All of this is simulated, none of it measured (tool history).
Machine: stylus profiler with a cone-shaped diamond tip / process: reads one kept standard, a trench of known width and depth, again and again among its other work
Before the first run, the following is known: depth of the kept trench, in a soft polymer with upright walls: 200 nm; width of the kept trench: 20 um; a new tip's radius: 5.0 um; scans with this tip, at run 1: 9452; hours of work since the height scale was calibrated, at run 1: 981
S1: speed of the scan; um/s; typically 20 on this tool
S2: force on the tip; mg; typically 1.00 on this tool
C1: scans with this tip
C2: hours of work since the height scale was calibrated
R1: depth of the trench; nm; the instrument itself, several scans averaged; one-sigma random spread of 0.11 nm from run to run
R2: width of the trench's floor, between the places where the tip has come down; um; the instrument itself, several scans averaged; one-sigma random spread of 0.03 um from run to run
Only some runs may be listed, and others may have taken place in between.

run	day	S1	S2	C1	C2	R1	R2
1	0.000	20	1.00	9452	981	202.10	16.31
# day 1.633: height scale calibrated on a step standard
2	4.796	20	1.00	9802	52	201.64	16.32
3	9.796	20	1.00	10169	133	201.52	16.29
4	14.154	20	1.00	10488	205	201.74	16.30
# day 14.696: new tip fitted, height scale calibrated
5	17.746	20	1.00	223	50	201.35	17.01
6	21.988	20	1.00	534	119	201.48	16.94
7	26.688	20	1.00	879	196	201.35	16.96
8	31.050	11	1.00	1198	267	201.56	16.98
9	35.383	20	1.17	1516	338	201.72	16.92
10	38.762	20	1.17	1764	393	201.85	16.92
11	42.492	20	1.00	2037	454	201.86	16.84
12	45.671	20	1.00	2270	506	202.04	16.79
13	48.262	20	1.00	2460	549	201.70	16.85
14	52.562	20	1.13	2775	619	202.11	16.76
15	56.279	20	1.13	3048	680	201.82	16.81
16	60.558	25	1.13	3361	749	202.13	16.78
17	63.942	35	1.00	3609	805	202.28	16.65
18	68.746	20	1.00	3961	883	202.11	16.73
19	74.662	20	1.00	4395	980	202.21	16.64
# day 76.700: height scale calibrated on a step standard
20	79.479	20	1.00	4746	45	201.51	16.64
21	84.000	20	1.00	5078	119	201.29	16.59
22	86.921	20	1.00	5292	167	201.36	16.59
23	91.404	20	1.00	5621	240	201.41	16.54
24	95.383	34	1.00	5912	305	201.47	16.50
25	99.238	34	1.00	6195	368	201.51	16.49
26	103.817	13	1.00	6530	443	201.86	16.58
27	106.979	9	1.78	6762	495	202.47	16.58
28	110.675	9	1.78	7033	555	202.40	16.54
29	115.333	9	1.78	7374	631	202.53	16.52
30	118.946	7	0.65	7639	690	201.53	16.48
31	121.517	7	0.65	7828	732	201.60	16.50
32	125.079	20	0.72	8089	791	201.62	16.35
33	130.758	20	2.90	8505	883	203.69	16.46
34	135.738	20	2.90	8870	965	203.58	16.35
# day 138.621: height scale calibrated on a step standard
35	138.996	20	1.99	9107	6	201.97	16.36
36	142.958	13	1.00	9397	71	201.40	16.39
37	146.646	6	0.63	9668	131	201.20	16.29
38	149.704	6	0.63	9892	181	201.08	16.37
39	154.975	6	0.56	10278	267	200.98	16.34
40	157.775	60	1.00	10484	313	201.48	16.01
# day 158.267: new tip fitted, height scale calibrated
41	161.533	11	1.63	240	53	202.09	17.15
42	165.975	17	0.41	565	126	200.97	16.97
43	171.712	11	2.19	986	220	202.54	17.07
44	177.242	11	2.19	1391	310	202.87	17.00
45	180.879	43	0.36	1658	370	201.09	16.60
46	186.762	6	0.60	2089	466	201.14	17.04

How would selected steps in R1 from run to run divide? Give the signed amount a tool lacking its hidden state would still show from settings, what came in and random variation, and the signed amount left for the hidden state, including any gauge scatter that is not in both of the compared results.
Unlogged tool condition in this case: radius of the tip, um; height scale over the true one, %; drift of the gauge itself on depth_nm, %; drift of the gauge itself on floor_um, %.
Run 1 -> 2: height scale calibrated on a step standard. R1 -0.46 nm: hidden state -0.77, all else +0.31.
Run 19 -> 20: height scale calibrated on a step standard. R1 -0.70 nm: hidden state -0.81, all else +0.11.
Run 32 -> 33: S2 0.72 -> 2.90. R1 +2.07 nm: hidden state +0.08, all else +1.99.
Run 34 -> 35: S2 2.90 -> 1.99, height scale calibrated on a step standard. R1 -1.61 nm: hidden state -0.78, all else -0.83.
Run 44 -> 45: S1 11 -> 43, S2 2.19 -> 0.36. R1 -1.78 nm: hidden state +0.04, all else -1.82.

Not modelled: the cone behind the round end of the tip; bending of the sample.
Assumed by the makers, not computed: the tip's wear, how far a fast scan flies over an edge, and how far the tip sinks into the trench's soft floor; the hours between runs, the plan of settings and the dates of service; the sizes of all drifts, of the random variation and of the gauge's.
